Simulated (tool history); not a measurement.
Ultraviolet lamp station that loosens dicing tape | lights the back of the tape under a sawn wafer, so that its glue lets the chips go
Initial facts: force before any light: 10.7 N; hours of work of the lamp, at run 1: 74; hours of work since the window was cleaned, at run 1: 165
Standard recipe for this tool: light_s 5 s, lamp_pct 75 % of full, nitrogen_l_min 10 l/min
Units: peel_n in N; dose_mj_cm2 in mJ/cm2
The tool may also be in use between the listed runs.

run,hour,light_s,lamp_pct,nitrogen_l_min,hours of work of the lamp,hours of work since the window was cleaned,peel_n,dose_mj_cm2
1,0,5,75,10,74,165,0.525,181
2,20.3,5,75,10,85,176,0.519,183
3,36.9,5,75,10,93,184,0.55,181
4,50.6,5,75,10,101,192,0.534,182
5,64.6,5,75,10,108,199,0.534,182
6,77.9,5,75,10,115,206,0.547,182
7,90.2,5,75,10,122,213,0.528,178
8,102,5,75,10,128,219,0.549,179
9,119.3,5,77,10,137,228,0.504,183
10,132.1,5,75,11,144,235,0.511,181
11,146.9,5,75,11,151,243,0.514,182
12,156.9,5,75,11,157,248,0.513,175
13,169.6,5,75,11,163,255,0.53,179
14,180.1,3,79,15,169,260,1.029,113
15,194.4,5,75,6,177,268,0.844,177
16,209.2,5,64,11,184,275,0.707,151
17,219.4,5,64,11,190,281,0.759,150
18,231.9,5,64,11,196,287,0.742,153
19,246.1,5,64,11,204,295,0.737,148
20,266.7,5,64,11,215,306,0.76,152
21,285.7,5,64,11,225,316,0.734,148
22,305.1,3,75,10,235,326,1.585,104
23,323.4,5,61,7,245,336,1.2,141
24,341,5,67,17,254,345,0.483,154

Forecast each of these 5 alternatives for the next run:
A,352.3,4,99,6,260,351,?,?
B,352.3,5,71,15,260,351,?,?
C,352.3,3,75,11,260,351,?,?
D,352.3,2,75,7,260,351,?,?
E,352.3,2,67,17,260,351,?,?

run,peel_n,dose_mj_cm2
A,0.834,186
B,0.473,162
C,1.544,107
D,3.461,71
E,2.655,62
Had the tool no hidden state, the same runs would have come out as:
run,peel_n,dose_mj_cm2
A,0.673,205
B,0.389,179
C,1.283,117
D,3.089,78
E,2.311,69

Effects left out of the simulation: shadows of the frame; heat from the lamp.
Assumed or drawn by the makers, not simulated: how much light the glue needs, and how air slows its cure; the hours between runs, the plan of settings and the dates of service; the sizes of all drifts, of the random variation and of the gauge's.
